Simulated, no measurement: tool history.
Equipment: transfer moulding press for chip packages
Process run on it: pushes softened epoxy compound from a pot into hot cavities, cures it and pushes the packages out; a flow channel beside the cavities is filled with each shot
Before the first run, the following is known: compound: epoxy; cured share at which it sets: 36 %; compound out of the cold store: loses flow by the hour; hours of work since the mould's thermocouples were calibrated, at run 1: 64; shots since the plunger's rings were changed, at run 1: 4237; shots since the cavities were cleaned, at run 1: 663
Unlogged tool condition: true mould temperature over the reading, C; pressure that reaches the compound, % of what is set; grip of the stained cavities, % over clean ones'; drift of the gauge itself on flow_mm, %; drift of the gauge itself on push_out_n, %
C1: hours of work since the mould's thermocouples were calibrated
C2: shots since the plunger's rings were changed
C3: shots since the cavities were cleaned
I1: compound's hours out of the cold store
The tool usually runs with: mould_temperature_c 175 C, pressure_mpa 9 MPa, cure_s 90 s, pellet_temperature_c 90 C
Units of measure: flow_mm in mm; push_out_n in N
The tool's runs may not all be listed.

{"run": 1, "day": 0.0, "mould_temperature_c": 175, "pressure_mpa": 9, "cure_s": 90, "pellet_temperature_c": 90, "C1": 64, "C2": 4237, "C3": 663, "I1": 30.2, "flow_mm": 684, "push_out_n": 406}
{"day": 0.271, "done": "plunger's sealing rings changed"}
{"day": 0.817, "done": "cavities cleaned with cleaning compound and waxed"}
{"run": 2, "day": 1.142, "mould_temperature_c": 175, "pressure_mpa": 9, "cure_s": 90, "pellet_temperature_c": 90, "C1": 76, "C2": 214, "C3": 87, "I1": 41.8, "flow_mm": 643, "push_out_n": 399}
{"run": 3, "day": 1.938, "mould_temperature_c": 175, "pressure_mpa": 9, "cure_s": 90, "pellet_temperature_c": 90, "C1": 86, "C2": 424, "C3": 297, "I1": 9.4, "flow_mm": 777, "push_out_n": 425}
{"run": 4, "day": 3.533, "mould_temperature_c": 175, "pressure_mpa": 9, "cure_s": 90, "pellet_temperature_c": 90, "C1": 106, "C2": 846, "C3": 719, "I1": 28.6, "flow_mm": 694, "push_out_n": 403}
{"day": 4.071, "done": "cavities cleaned with cleaning compound and waxed"}
{"run": 5, "day": 4.662, "mould_temperature_c": 175, "pressure_mpa": 9, "cure_s": 90, "pellet_temperature_c": 90, "C1": 120, "C2": 1128, "C3": 156, "I1": 16.7, "flow_mm": 747, "push_out_n": 418}
{"run": 6, "day": 6.088, "mould_temperature_c": 169, "pressure_mpa": 9, "cure_s": 90, "pellet_temperature_c": 90, "C1": 138, "C2": 1505, "C3": 533, "I1": 27.9, "flow_mm": 708, "push_out_n": 518}
{"day": 7.271, "done": "cavities cleaned with cleaning compound and waxed"}
{"run": 7, "day": 7.858, "mould_temperature_c": 175, "pressure_mpa": 9, "cure_s": 90, "pellet_temperature_c": 86, "C1": 160, "C2": 1958, "C3": 156, "I1": 36.1, "flow_mm": 664, "push_out_n": 421}
{"run": 8, "day": 9.579, "mould_temperature_c": 175, "pressure_mpa": 9, "cure_s": 90, "pellet_temperature_c": 86, "C1": 182, "C2": 2412, "C3": 610, "I1": 8.8, "flow_mm": 783, "push_out_n": 430}
{"day": 10.529, "done": "cavities cleaned with cleaning compound and waxed"}
{"run": 9, "day": 10.588, "mould_temperature_c": 175, "pressure_mpa": 9, "cure_s": 90, "pellet_temperature_c": 90, "C1": 194, "C2": 2663, "C3": 16, "I1": 15.5, "flow_mm": 752, "push_out_n": 425}
{"run": 10, "day": 12.308, "mould_temperature_c": 175, "pressure_mpa": 7.42, "cure_s": 90, "pellet_temperature_c": 90, "C1": 216, "C2": 3117, "C3": 470, "I1": 29.8, "flow_mm": 624, "push_out_n": 409}
{"run": 11, "day": 13.129, "mould_temperature_c": 175, "pressure_mpa": 7.42, "cure_s": 90, "pellet_temperature_c": 90, "C1": 226, "C2": 3334, "C3": 687, "I1": 42.6, "flow_mm": 578, "push_out_n": 411}
{"day": 13.779, "done": "cavities cleaned with cleaning compound and waxed"}
{"run": 12, "day": 14.217, "mould_temperature_c": 175, "pressure_mpa": 9, "cure_s": 113, "pellet_temperature_c": 90, "C1": 239, "C2": 3605, "C3": 115, "I1": 43.7, "flow_mm": 634, "push_out_n": 381}
{"run": 13, "day": 15.333, "mould_temperature_c": 175, "pressure_mpa": 9, "cure_s": 113, "pellet_temperature_c": 90, "C1": 253, "C2": 3901, "C3": 411, "I1": 11.4, "flow_mm": 763, "push_out_n": 386}
{"day": 16.858, "done": "plunger's sealing rings changed"}
{"day": 17.154, "done": "cavities cleaned with cleaning compound and waxed"}
{"run": 14, "day": 17.3, "mould_temperature_c": 175, "pressure_mpa": 9, "cure_s": 113, "pellet_temperature_c": 90, "C1": 276, "C2": 100, "C3": 39, "I1": 19, "flow_mm": 735, "push_out_n": 376}
{"run": 15, "day": 18.729, "mould_temperature_c": 180, "pressure_mpa": 9.48, "cure_s": 93, "pellet_temperature_c": 86, "C1": 294, "C2": 478, "C3": 417, "I1": 44.8, "flow_mm": 643, "push_out_n": 374}
{"run": 16, "day": 19.858, "mould_temperature_c": 176, "pressure_mpa": 9.48, "cure_s": 97, "pellet_temperature_c": 84, "C1": 308, "C2": 776, "C3": 715, "I1": 20.3, "flow_mm": 746, "push_out_n": 389}
{"day": 20.404, "done": "cavities cleaned with cleaning compound and waxed"}
{"run": 17, "day": 21.104, "mould_temperature_c": 178, "pressure_mpa": 7.66, "cure_s": 90, "pellet_temperature_c": 84, "C1": 324, "C2": 1090, "C3": 185, "I1": 42.6, "flow_mm": 585, "push_out_n": 389}
{"run": 18, "day": 22.542, "mould_temperature_c": 176, "pressure_mpa": 8.31, "cure_s": 82, "pellet_temperature_c": 80, "C1": 342, "C2": 1470, "C3": 565, "I1": 18.9, "flow_mm": 707, "push_out_n": 440}
{"run": 19, "day": 23.321, "mould_temperature_c": 175, "pressure_mpa": 7.41, "cure_s": 90, "pellet_temperature_c": 96, "C1": 352, "C2": 1676, "C3": 771, "I1": 13.7, "flow_mm": 682, "push_out_n": 435}
{"day": 23.604, "done": "cavities cleaned with cleaning compound and waxed"}
{"run": 20, "day": 24.188, "mould_temperature_c": 175, "pressure_mpa": 7.41, "cure_s": 90, "pellet_temperature_c": 96, "C1": 362, "C2": 1888, "C3": 154, "I1": 8.4, "flow_mm": 712, "push_out_n": 423}
{"run": 21, "day": 25.808, "mould_temperature_c": 177, "pressure_mpa": 9.73, "cure_s": 101, "pellet_temperature_c": 96, "C1": 382, "C2": 2317, "C3": 583, "I1": 21.6, "flow_mm": 742, "push_out_n": 390}
{"run": 22, "day": 26.738, "mould_temperature_c": 180, "pressure_mpa": 9.73, "cure_s": 101, "pellet_temperature_c": 96, "C1": 394, "C2": 2562, "C3": 828, "I1": 32.6, "flow_mm": 699, "push_out_n": 380}
{"day": 26.938, "done": "cavities cleaned with cleaning compound and waxed"}
{"run": 23, "day": 27.975, "mould_temperature_c": 175, "pressure_mpa": 10.86, "cure_s": 94, "pellet_temperature_c": 90, "C1": 409, "C2": 2873, "C3": 274, "I1": 36.3, "flow_mm": 730, "push_out_n": 411}
{"run": 24, "day": 28.746, "mould_temperature_c": 175, "pressure_mpa": 10.86, "cure_s": 94, "pellet_temperature_c": 90, "C1": 419, "C2": 3077, "C3": 478, "I1": 46.3, "flow_mm": 689, "push_out_n": 389}
{"day": 30.204, "done": "cavities cleaned with cleaning compound and waxed"}
{"run": 25, "day": 30.242, "mould_temperature_c": 175, "pressure_mpa": 7.2, "cure_s": 93, "pellet_temperature_c": 98, "C1": 437, "C2": 3456, "C3": 9, "I1": 33.9, "flow_mm": 600, "push_out_n": 417}
{"run": 26, "day": 31.479, "mould_temperature_c": 175, "pressure_mpa": 9, "cure_s": 90, "pellet_temperature_c": 81, "C1": 453, "C2": 3783, "C3": 336, "I1": 39.6, "flow_mm": 653, "push_out_n": 408}
{"run": 27, "day": 32.325, "mould_temperature_c": 175, "pressure_mpa": 9, "cure_s": 90, "pellet_temperature_c": 97, "C1": 464, "C2": 4007, "C3": 560, "I1": 30.7, "flow_mm": 684, "push_out_n": 403}
{"day": 33.433, "done": "plunger's sealing rings changed"}
{"day": 33.6, "done": "cavities cleaned with cleaning compound and waxed"}
{"run": 28, "day": 34.3, "mould_temperature_c": 175, "pressure_mpa": 9.63, "cure_s": 127, "pellet_temperature_c": 99, "C1": 487, "C2": 212, "C3": 185, "I1": 22.4, "flow_mm": 744, "push_out_n": 404}

Below are 3 alternative next runs, each starting from the tool's condition after run 28. Predict each:
{"run": "A", "day": 36.062, "mould_temperature_c": 175, "pressure_mpa": 7.39, "cure_s": 90, "pellet_temperature_c": 90, "C1": 509, "C2": 679, "C3": 652, "I1": 28.8, "flow_mm": "?", "push_out_n": "?"}
{"run": "B", "day": 36.062, "mould_temperature_c": 175, "pressure_mpa": 9, "cure_s": 117, "pellet_temperature_c": 89, "C1": 509, "C2": 679, "C3": 652, "I1": 20.3, "flow_mm": "?", "push_out_n": "?"}
{"run": "C", "day": 36.062, "mould_temperature_c": 175, "pressure_mpa": 10.83, "cure_s": 101, "pellet_temperature_c": 95, "C1": 509, "C2": 679, "C3": 652, "I1": 19.3, "flow_mm": "?", "push_out_n": "?"}

run=A flow_mm=629 push_out_n=400
run=B flow_mm=729 push_out_n=388
run=C flow_mm=796 push_out_n=389
With no hidden state in the tool, these same runs would have given:
run=A flow_mm=629 push_out_n=398
run=B flow_mm=729 push_out_n=386
run=C flow_mm=796 push_out_n=387
